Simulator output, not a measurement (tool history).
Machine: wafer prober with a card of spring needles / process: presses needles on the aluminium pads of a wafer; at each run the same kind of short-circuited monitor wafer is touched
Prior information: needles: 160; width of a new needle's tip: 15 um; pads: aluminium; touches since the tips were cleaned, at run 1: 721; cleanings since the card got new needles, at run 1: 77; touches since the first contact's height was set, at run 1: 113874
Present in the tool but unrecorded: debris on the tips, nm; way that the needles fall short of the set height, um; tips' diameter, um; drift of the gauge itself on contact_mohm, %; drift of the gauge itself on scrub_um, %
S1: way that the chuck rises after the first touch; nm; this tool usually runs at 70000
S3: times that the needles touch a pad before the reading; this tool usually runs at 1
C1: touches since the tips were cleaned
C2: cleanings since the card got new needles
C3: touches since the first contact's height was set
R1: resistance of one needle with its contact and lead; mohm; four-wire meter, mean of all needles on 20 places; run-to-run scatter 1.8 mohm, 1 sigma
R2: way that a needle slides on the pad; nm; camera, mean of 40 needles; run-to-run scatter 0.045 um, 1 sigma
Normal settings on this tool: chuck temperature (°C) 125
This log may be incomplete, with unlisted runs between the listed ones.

{"run": 1, "hour": 0.0, "S1": 70000, "chuck temperature (°C)": 125, "S3": 1, "C1": 721, "C2": 77, "C3": 113874, "R1": 205, "R2": 11740}
{"hour": 12.0, "done": "tips cleaned on abrasive film"}
{"hour": 27.7, "done": "tips cleaned on abrasive film"}
{"run": 2, "hour": 34.3, "S1": 70000, "chuck temperature (°C)": 125, "S3": 1, "C1": 1694, "C2": 79, "C3": 122740, "R1": 215, "R2": 11760}
{"hour": 43.0, "done": "tips cleaned on abrasive film"}
{"run": 3, "hour": 57.2, "S1": 70000, "chuck temperature (°C)": 125, "S3": 1, "C1": 3687, "C2": 80, "C3": 128681, "R1": 228, "R2": 11690}
{"hour": 59.8, "done": "tips cleaned on abrasive film"}
{"hour": 75.8, "done": "tips cleaned on abrasive film"}
{"run": 4, "hour": 78.1, "S1": 70000, "chuck temperature (°C)": 125, "S3": 1, "C1": 574, "C2": 82, "C3": 134064, "R1": 202, "R2": 11620}
{"hour": 91.3, "done": "tips cleaned on abrasive film"}
{"hour": 108.3, "done": "tips cleaned on abrasive film"}
{"run": 5, "hour": 110.9, "S1": 70000, "chuck temperature (°C)": 125, "S3": 1, "C1": 681, "C2": 84, "C3": 142576, "R1": 210, "R2": 11630}
{"hour": 125.4, "done": "tips cleaned on abrasive film"}
{"hour": 140.5, "done": "tips cleaned on abrasive film"}
{"run": 6, "hour": 146.1, "S1": 70000, "chuck temperature (°C)": 125, "S3": 1, "C1": 1455, "C2": 86, "C3": 151664, "R1": 221, "R2": 11660}
{"hour": 155.9, "done": "tips cleaned on abrasive film"}
{"hour": 172.6, "done": "tips cleaned on abrasive film"}
{"run": 7, "hour": 178.9, "S1": 70000, "chuck temperature (°C)": 125, "S3": 1, "C1": 1630, "C2": 88, "C3": 160165, "R1": 215, "R2": 11530}
{"hour": 189.5, "done": "tips cleaned on abrasive film"}
{"run": 8, "hour": 197.5, "S1": 70000, "chuck temperature (°C)": 29, "S3": 1, "C1": 2090, "C2": 89, "C3": 164978, "R1": 208, "R2": 11650}
{"hour": 205.1, "done": "tips cleaned on abrasive film"}
{"hour": 220.9, "done": "tips cleaned on abrasive film"}
{"run": 9, "hour": 224.2, "S1": 70000, "chuck temperature (°C)": 29, "S3": 1, "C1": 854, "C2": 91, "C3": 171876, "R1": 190, "R2": 11520}
{"hour": 236.0, "done": "tips cleaned on abrasive film"}
{"hour": 252.1, "done": "tips cleaned on abrasive film"}
{"run": 10, "hour": 259.6, "S1": 70000, "chuck temperature (°C)": 29, "S3": 1, "C1": 1940, "C2": 93, "C3": 181040, "R1": 210, "R2": 11490}
{"hour": 267.7, "done": "tips cleaned on abrasive film"}
{"hour": 283.5, "done": "tips cleaned on abrasive film"}
{"run": 11, "hour": 284.6, "S1": 70000, "chuck temperature (°C)": 29, "S3": 1, "C1": 264, "C2": 95, "C3": 187490, "R1": 183, "R2": 11460}
{"hour": 299.6, "done": "tips cleaned on abrasive film"}
{"hour": 310.2, "done": "height of the first contact set anew"}
{"hour": 315.1, "done": "tips cleaned on abrasive film"}
{"run": 12, "hour": 315.1, "S1": 70000, "chuck temperature (°C)": 32, "S3": 1, "C1": 0, "C2": 97, "C3": 1253, "R1": 171, "R2": 12070}
{"hour": 331.1, "done": "tips cleaned on abrasive film"}
{"run": 13, "hour": 340.8, "S1": 70000, "chuck temperature (°C)": 32, "S3": 1, "C1": 2530, "C2": 98, "C3": 7913, "R1": 214, "R2": 12130}
{"hour": 345.5, "done": "tips cleaned on abrasive film"}
{"run": 14, "hour": 358.2, "S1": 70000, "chuck temperature (°C)": 32, "S3": 1, "C1": 3313, "C2": 99, "C3": 12407, "R1": 218, "R2": 12130}
{"hour": 360.9, "done": "tips cleaned on abrasive film"}
{"hour": 375.5, "done": "tips cleaned on abrasive film"}
{"hour": 390.5, "done": "tips cleaned on abrasive film"}
{"run": 15, "hour": 394.9, "S1": 70000, "chuck temperature (°C)": 76, "S3": 1, "C1": 1162, "C2": 102, "C3": 21893, "R1": 206, "R2": 12140}
{"hour": 406.0, "done": "tips cleaned on abrasive film"}
{"hour": 422.5, "done": "tips cleaned on abrasive film"}
{"run": 16, "hour": 426.5, "S1": 70000, "chuck temperature (°C)": 76, "S3": 1, "C1": 1043, "C2": 104, "C3": 30066, "R1": 203, "R2": 12140}
{"hour": 438.2, "done": "tips cleaned on abrasive film"}
{"hour": 454.0, "done": "tips cleaned on abrasive film"}
{"run": 17, "hour": 459.6, "S1": 70000, "chuck temperature (°C)": 62, "S3": 1, "C1": 1467, "C2": 106, "C3": 38642, "R1": 208, "R2": 12030}
{"hour": 471.4, "done": "tips cleaned on abrasive film"}
{"hour": 485.8, "done": "tips cleaned on abrasive film"}
{"run": 18, "hour": 495.6, "S1": 70000, "chuck temperature (°C)": 62, "S3": 1, "C1": 2545, "C2": 108, "C3": 47941, "R1": 221, "R2": 12010}
{"hour": 503.5, "done": "tips cleaned on abrasive film"}
{"hour": 520.2, "done": "tips cleaned on abrasive film"}
{"run": 19, "hour": 523.7, "S1": 70000, "chuck temperature (°C)": 88, "S3": 1, "C1": 897, "C2": 110, "C3": 55211, "R1": 204, "R2": 12020}
{"hour": 536.9, "done": "tips cleaned on abrasive film"}
{"run": 20, "hour": 548.4, "S1": 76000, "chuck temperature (°C)": 47, "S3": 1, "C1": 2991, "C2": 111, "C3": 61626, "R1": 219, "R2": 13000}
{"hour": 552.8, "done": "tips cleaned on abrasive film"}
{"hour": 568.9, "done": "tips cleaned on abrasive film"}
{"hour": 583.5, "done": "tips cleaned on abrasive film"}
{"run": 21, "hour": 585.4, "S1": 76000, "chuck temperature (°C)": 47, "S3": 1, "C1": 499, "C2": 114, "C3": 71174, "R1": 186, "R2": 12890}
{"hour": 600.3, "done": "tips cleaned on abrasive film"}
{"run": 22, "hour": 607.2, "S1": 81000, "chuck temperature (°C)": 35, "S3": 1, "C1": 1794, "C2": 115, "C3": 76811, "R1": 200, "R2": 13750}
{"hour": 616.7, "done": "tips cleaned on abrasive film"}
{"hour": 632.5, "done": "tips cleaned on abrasive film"}
{"run": 23, "hour": 644.6, "S1": 70000, "chuck temperature (°C)": 52, "S3": 1, "C1": 3144, "C2": 117, "C3": 86500, "R1": 225, "R2": 11880}
{"hour": 648.7, "done": "tips cleaned on abrasive film"}
{"hour": 663.3, "done": "tips cleaned on abrasive film"}
{"run": 24, "hour": 675.0, "S1": 70000, "chuck temperature (°C)": 52, "S3": 1, "C1": 3047, "C2": 119, "C3": 94361, "R1": 221, "R2": 11800}
{"hour": 677.7, "done": "tips cleaned on abrasive film"}
{"hour": 694.3, "done": "tips cleaned on abrasive film"}
{"run": 25, "hour": 707.2, "S1": 62000, "chuck temperature (°C)": 29, "S3": 1, "C1": 3349, "C2": 121, "C3": 102695, "R1": 234, "R2": 10430}
{"hour": 710.3, "done": "tips cleaned on abrasive film"}
{"hour": 726.2, "done": "tips cleaned on abrasive film"}
{"run": 26, "hour": 735.8, "S1": 79000, "chuck temperature (°C)": 91, "S3": 1, "C1": 2494, "C2": 123, "C3": 110086, "R1": 213, "R2": 13420}
{"hour": 741.8, "done": "tips cleaned on abrasive film"}
{"hour": 758.1, "done": "tips cleaned on abrasive film"}
{"run": 27, "hour": 764.9, "S1": 51000, "chuck temperature (°C)": 90, "S3": 1, "C1": 1757, "C2": 125, "C3": 117606, "R1": 249, "R2": 8410}
{"hour": 774.4, "done": "tips cleaned on abrasive film"}
{"hour": 790.7, "done": "tips cleaned on abrasive film"}
{"run": 28, "hour": 798.4, "S1": 88000, "chuck temperature (°C)": 125, "S3": 1, "C1": 2002, "C2": 127, "C3": 126294, "R1": 211, "R2": 14910}
{"hour": 806.4, "done": "tips cleaned on abrasive film"}
{"hour": 822.5, "done": "tips cleaned on abrasive film"}
{"run": 29, "hour": 832.1, "S1": 73000, "chuck temperature (°C)": 125, "S3": 1, "C1": 2485, "C2": 129, "C3": 135003, "R1": 224, "R2": 12250}

For each entry between runs, how does the tool's hidden state at the last listed run before it compare with that at the first listed run after it?
Logged between run 1 and run 2: tips cleaned on abrasive film (hour 12.0); tips cleaned on abrasive film (hour 27.7)
  debris on the tips, nm: 34.6 -> 64; way that the needles fall short of the set height, um: 2.25 -> 2.42; tips' diameter, um: 17.12 -> 17.19
  measured less the result without the state, R1: +17 -> +30 mohm; R2: -390 -> -420 nm
Logged between run 2 and run 3: tips cleaned on abrasive film (hour 43.0)
  debris on the tips, nm: 64 -> 96.8; way that the needles fall short of the set height, um: 2.42 -> 2.51; tips' diameter, um: 17.19 -> 17.21
  measured less the result without the state, R1: +30 -> +44 mohm; R2: -420 -> -440 nm
Logged between run 3 and run 4: tips cleaned on abrasive film (hour 59.8); tips cleaned on abrasive film (hour 75.8)
  debris on the tips, nm: 96.8 -> 27.7; way that the needles fall short of the set height, um: 2.51 -> 2.65; tips' diameter, um: 17.21 -> 17.27
  measured less the result without the state, R1: +44 -> +14 mohm; R2: -440 -> -460 nm
Logged between run 4 and run 5: tips cleaned on abrasive film (hour 91.3); tips cleaned on abrasive film (hour 108.3)
  debris on the tips, nm: 27.7 -> 41.3; way that the needles fall short of the set height, um: 2.65 -> 2.84; tips' diameter, um: 17.27 -> 17.33
  measured less the result without the state, R1: +14 -> +20 mohm; R2: -460 -> -490 nm
Logged between run 5 and run 6: tips cleaned on abrasive film (hour 125.4); tips cleaned on abrasive film (hour 140.5)
  debris on the tips, nm: 41.3 -> 62.7; way that the needles fall short of the set height, um: 2.84 -> 3.02; tips' diameter, um: 17.33 -> 17.39
  measured less the result without the state, R1: +20 -> +31 mohm; R2: -490 -> -530 nm
Logged between run 6 and run 7: tips cleaned on abrasive film (hour 155.9); tips cleaned on abrasive film (hour 172.6)
  debris on the tips, nm: 62.7 -> 56.8; way that the needles fall short of the set height, um: 3.02 -> 3.18; tips' diameter, um: 17.39 -> 17.45
  measured less the result without the state, R1: +31 -> +28 mohm; R2: -530 -> -550 nm
Logged between run 7 and run 8: tips cleaned on abrasive film (hour 189.5)
  debris on the tips, nm: 56.8 -> 76.8; way that the needles fall short of the set height, um: 3.18 -> 3.25; tips' diameter, um: 17.45 -> 17.48
  measured less the result without the state, R1: +28 -> +42 mohm; R2: -550 -> -560 nm
Logged between run 8 and run 9: tips cleaned on abrasive film (hour 205.1); tips cleaned on abrasive film (hour 220.9)
  debris on the tips, nm: 76.8 -> 37.1; way that the needles fall short of the set height, um: 3.25 -> 3.42; tips' diameter, um: 17.48 -> 17.53
  measured less the result without the state, R1: +42 -> +22 mohm; R2: -560 -> -600 nm
Logged between run 9 and run 10: tips cleaned on abrasive film (hour 236.0); tips cleaned on abrasive film (hour 252.1)
  debris on the tips, nm: 37.1 -> 69.3; way that the needles fall short of the set height, um: 3.42 -> 3.6; tips' diameter, um: 17.53 -> 17.6
  measured less the result without the state, R1: +22 -> +40 mohm; R2: -600 -> -630 nm
Logged between run 10 and run 11: tips cleaned on abrasive film (hour 267.7); tips cleaned on abrasive film (hour 283.5)
  debris on the tips, nm: 69.3 -> 22.5; way that the needles fall short of the set height, um: 3.6 -> 3.79; tips' diameter, um: 17.6 -> 17.66
  measured less the result without the state, R1: +40 -> +14 mohm; R2: -630 -> -660 nm
Logged between run 11 and run 12: tips cleaned on abrasive film (hour 299.6); height of the first contact set anew (hour 310.2); tips cleaned on abrasive film (hour 315.1)
  debris on the tips, nm: 22.5 -> 5.1; way that the needles fall short of the set height, um: 3.79 -> 0.08; tips' diameter, um: 17.66 -> 17.71
  measured less the result without the state, R1: +14 -> +4 mohm; R2: -660 -> -10 nm
Logged between run 12 and run 13: tips cleaned on abrasive film (hour 331.1)
  debris on the tips, nm: 5.1 -> 82.5; way that the needles fall short of the set height, um: 0.08 -> 0.16; tips' diameter, um: 17.71 -> 17.74
  measured less the result without the state, R1: +4 -> +43 mohm; R2: -10 -> -30 nm
Logged between run 13 and run 14: tips cleaned on abrasive film (hour 345.5)
  debris on the tips, nm: 82.5 -> 96.8; way that the needles fall short of the set height, um: 0.16 -> 0.26; tips' diameter, um: 17.74 -> 17.77
  measured less the result without the state, R1: +43 -> +51 mohm; R2: -30 -> -50 nm
Logged between run 14 and run 15: tips cleaned on abrasive film (hour 360.9); tips cleaned on abrasive film (hour 375.5); tips cleaned on abrasive film (hour 390.5)
  debris on the tips, nm: 96.8 -> 50.3; way that the needles fall short of the set height, um: 0.26 -> 0.44; tips' diameter, um: 17.77 -> 17.84
  measured less the result without the state, R1: +51 -> +26 mohm; R2: -50 -> -80 nm
Logged between run 15 and run 16: tips cleaned on abrasive film (hour 406.0); tips cleaned on abrasive film (hour 422.5)
  debris on the tips, nm: 50.3 -> 50.9; way that the needles fall short of the set height, um: 0.44 -> 0.56; tips' diameter, um: 17.84 -> 17.88
  measured less the result without the state, R1: +26 -> +26 mohm; R2: -80 -> -100 nm
Logged between run 16 and run 17: tips cleaned on abrasive film (hour 438.2); tips cleaned on abrasive film (hour 454.0)
  debris on the tips, nm: 50.9 -> 60.4; way that the needles fall short of the set height, um: 0.56 -> 0.71; tips' diameter, um: 17.88 -> 17.93
  measured less the result without the state, R1: +26 -> +32 mohm; R2: -100 -> -120 nm
Logged between run 17 and run 18: tips cleaned on abrasive film (hour 471.4); tips cleaned on abrasive film (hour 485.8)
  debris on the tips, nm: 60.4 -> 87.3; way that the needles fall short of the set height, um: 0.71 -> 0.86; tips' diameter, um: 17.93 -> 17.99
  measured less the result without the state, R1: +32 -> +46 mohm; R2: -120 -> -150 nm
Logged between run 18 and run 19: tips cleaned on abrasive film (hour 503.5); tips cleaned on abrasive film (hour 520.2)
  debris on the tips, nm: 87.3 -> 46.7; way that the needles fall short of the set height, um: 0.86 -> 1.01; tips' diameter, um: 17.99 -> 18.04
  measured less the result without the state, R1: +46 -> +24 mohm; R2: -150 -> -180 nm
Logged between run 19 and run 20: tips cleaned on abrasive film (hour 536.9)
  debris on the tips, nm: 46.7 -> 96.7; way that the needles fall short of the set height, um: 1.01 -> 1.1; tips' diameter, um: 18.04 -> 18.07
  measured less the result without the state, R1: +24 -> +46 mohm; R2: -180 -> -190 nm
Logged between run 20 and run 21: tips cleaned on abrasive film (hour 552.8); tips cleaned on abrasive film (hour 568.9); tips cleaned on abrasive film (hour 583.5)
  debris on the tips, nm: 96.7 -> 30.7; way that the needles fall short of the set height, um: 1.1 -> 1.36; tips' diameter, um: 18.07 -> 18.16
  measured less the result without the state, R1: +46 -> +16 mohm; R2: -190 -> -240 nm
Logged between run 21 and run 22: tips cleaned on abrasive film (hour 600.3)
  debris on the tips, nm: 30.7 -> 71.7; way that the needles fall short of the set height, um: 1.36 -> 1.46; tips' diameter, um: 18.16 -> 18.2
  measured less the result without the state, R1: +16 -> +31 mohm; R2: -240 -> -250 nm
Logged between run 22 and run 23: tips cleaned on abrasive film (hour 616.7); tips cleaned on abrasive film (hour 632.5)
  debris on the tips, nm: 71.7 -> 95.3; way that the needles fall short of the set height, um: 1.46 -> 1.65; tips' diameter, um: 18.2 -> 18.26
  measured less the result without the state, R1: +31 -> +52 mohm; R2: -250 -> -280 nm
Logged between run 23 and run 24: tips cleaned on abrasive film (hour 648.7); tips cleaned on abrasive film (hour 663.3)
  debris on the tips, nm: 95.3 -> 88.1; way that the needles fall short of the set height, um: 1.65 -> 1.79; tips' diameter, um: 18.26 -> 18.31
  measured less the result without the state, R1: +52 -> +49 mohm; R2: -280 -> -310 nm
Logged between run 24 and run 25: tips cleaned on abrasive film (hour 677.7); tips cleaned on abrasive film (hour 694.3)
  debris on the tips, nm: 88.1 -> 94.6; way that the needles fall short of the set height, um: 1.79 -> 1.96; tips' diameter, um: 18.31 -> 18.37
  measured less the result without the state, R1: +49 -> +67 mohm; R2: -310 -> -340 nm
Logged between run 25 and run 26: tips cleaned on abrasive film (hour 710.3); tips cleaned on abrasive film (hour 726.2)
  debris on the tips, nm: 94.6 -> 77; way that the needles fall short of the set height, um: 1.96 -> 2.12; tips' diameter, um: 18.37 -> 18.43
  measured less the result without the state, R1: +67 -> +34 mohm; R2: -340 -> -370 nm
Logged between run 26 and run 27: tips cleaned on abrasive film (hour 741.8); tips cleaned on abrasive film (hour 758.1)
  debris on the tips, nm: 77 -> 64.9; way that the needles fall short of the set height, um: 2.12 -> 2.28; tips' diameter, um: 18.43 -> 18.48
  measured less the result without the state, R1: +34 -> +63 mohm; R2: -370 -> -400 nm
Logged between run 27 and run 28: tips cleaned on abrasive film (hour 774.4); tips cleaned on abrasive film (hour 790.7)
  debris on the tips, nm: 64.9 -> 70; way that the needles fall short of the set height, um: 2.28 -> 2.42; tips' diameter, um: 18.48 -> 18.53
  measured less the result without the state, R1: +63 -> +25 mohm; R2: -400 -> -420 nm
Logged between run 28 and run 29: tips cleaned on abrasive film (hour 806.4); tips cleaned on abrasive film (hour 822.5)
  debris on the tips, nm: 70 -> 73.3; way that the needles fall short of the set height, um: 2.42 -> 2.57; tips' diameter, um: 18.53 -> 18.58
  measured less the result without the state, R1: +25 -> +36 mohm; R2: -420 -> -450 nm
